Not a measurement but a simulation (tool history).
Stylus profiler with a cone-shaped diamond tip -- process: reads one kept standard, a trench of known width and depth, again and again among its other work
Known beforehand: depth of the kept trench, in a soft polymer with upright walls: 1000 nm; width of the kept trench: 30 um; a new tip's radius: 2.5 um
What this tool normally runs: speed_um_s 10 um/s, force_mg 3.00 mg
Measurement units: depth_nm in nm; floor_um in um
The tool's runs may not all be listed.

Run 1, hour 0.0: usual settings. Result: depth_nm 1013.26 nm, floor_um 25.97 um.
Run 2, hour 17.2: usual settings. Result: depth_nm 1013.48 nm, floor_um 26.04 um.
Run 3, hour 47.5: usual settings. Result: depth_nm 1013.30 nm, floor_um 25.97 um.
Run 4, hour 73.7: usual settings but speed_um_s 7 um/s. Result: depth_nm 1013.43 nm, floor_um 26.01 um.
Run 5, hour 104.1: usual settings but speed_um_s 7 um/s. Result: depth_nm 1013.84 nm, floor_um 25.95 um.
Run 6, hour 118.9: usual settings but speed_um_s 7 um/s. Result: depth_nm 1013.46 nm, floor_um 25.97 um.
Run 7, hour 150.3: usual settings but speed_um_s 19 um/s, force_mg 2.31 mg. Result: depth_nm 1011.24 nm, floor_um 25.90 um.
At hour 153.3: height scale calibrated on a step standard.
Run 8, hour 176.9: usual settings but speed_um_s 7 um/s, force_mg 2.75 mg. Result: depth_nm 1012.70 nm, floor_um 25.96 um.
Run 9, hour 202.5: usual settings but speed_um_s 7 um/s, force_mg 2.75 mg. Result: depth_nm 1012.60 nm, floor_um 25.95 um.

Run 10 is up next; what results do you expect?
At hour 220.8: height scale calibrated on a step standard, once more.
Run 10, hour 225.1: usual settings but speed_um_s 2 um/s, force_mg 1.82 mg. Result: depth_nm ?, floor_um ?.

{"run 10": {"depth_nm": 1009.12, "floor_um": 25.93}}
The same run, on a tool lacking any hidden state, would have yielded depth_nm 1009.27 nm, floor_um 25.99 um.
